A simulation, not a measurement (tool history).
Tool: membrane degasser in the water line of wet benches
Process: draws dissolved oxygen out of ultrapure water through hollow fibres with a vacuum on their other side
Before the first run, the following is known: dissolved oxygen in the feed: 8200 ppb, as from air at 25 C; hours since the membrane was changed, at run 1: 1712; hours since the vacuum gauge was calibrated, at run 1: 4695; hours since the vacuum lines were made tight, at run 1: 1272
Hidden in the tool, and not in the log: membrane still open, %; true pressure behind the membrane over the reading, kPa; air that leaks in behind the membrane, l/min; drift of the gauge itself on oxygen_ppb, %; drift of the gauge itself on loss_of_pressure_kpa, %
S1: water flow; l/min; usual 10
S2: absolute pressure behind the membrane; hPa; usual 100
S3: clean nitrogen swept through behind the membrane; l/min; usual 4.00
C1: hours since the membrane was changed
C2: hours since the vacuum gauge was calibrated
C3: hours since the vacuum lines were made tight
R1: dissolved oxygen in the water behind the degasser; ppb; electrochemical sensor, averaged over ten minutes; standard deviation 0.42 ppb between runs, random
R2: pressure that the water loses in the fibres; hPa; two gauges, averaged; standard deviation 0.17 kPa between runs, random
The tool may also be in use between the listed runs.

{"run": 1, "hour": 0.0, "S1": 10, "S2": 100, "S3": 4.0, "C1": 1712, "C2": 4695, "C3": 1272, "R1": 45.1, "R2": 263.6}
{"run": 2, "hour": 40.6, "S1": 10, "S2": 122, "S3": 4.0, "C1": 1753, "C2": 4736, "C3": 1313, "R1": 58.1, "R2": 263.8}
{"run": 3, "hour": 106.8, "S1": 10, "S2": 122, "S3": 4.0, "C1": 1819, "C2": 4802, "C3": 1379, "R1": 58.9, "R2": 262.8}
{"run": 4, "hour": 152.2, "S1": 10, "S2": 100, "S3": 4.0, "C1": 1864, "C2": 4847, "C3": 1425, "R1": 45.3, "R2": 261.4}
{"run": 5, "hour": 222.3, "S1": 10, "S2": 100, "S3": 4.0, "C1": 1934, "C2": 4917, "C3": 1495, "R1": 45.2, "R2": 263.1}
{"run": 6, "hour": 281.8, "S1": 10, "S2": 100, "S3": 4.0, "C1": 1994, "C2": 4977, "C3": 1554, "R1": 45.7, "R2": 261.1}
{"run": 7, "hour": 349.8, "S1": 10, "S2": 100, "S3": 4.0, "C1": 2062, "C2": 5045, "C3": 1622, "R1": 44.4, "R2": 261.3}
{"run": 8, "hour": 418.7, "S1": 10, "S2": 100, "S3": 4.0, "C1": 2131, "C2": 5114, "C3": 1691, "R1": 44.7, "R2": 262.1}
{"run": 9, "hour": 465.2, "S1": 10, "S2": 130, "S3": 4.0, "C1": 2177, "C2": 5160, "C3": 1738, "R1": 63.7, "R2": 260.6}

The next listed run, before its measurement:
{"run": 10, "hour": 522.0, "S1": 8, "S2": 114, "S3": 8.29, "C1": 2234, "C2": 5217, "C3": 1794, "R1": "?", "R2": "?"}

Run 10 yielded R1 20.9 ppb, R2 209.2 hPa.
On a tool with no hidden condition, and with the same random variation, this run would have come out at R1 20.8 ppb, R2 209.1 hPa.
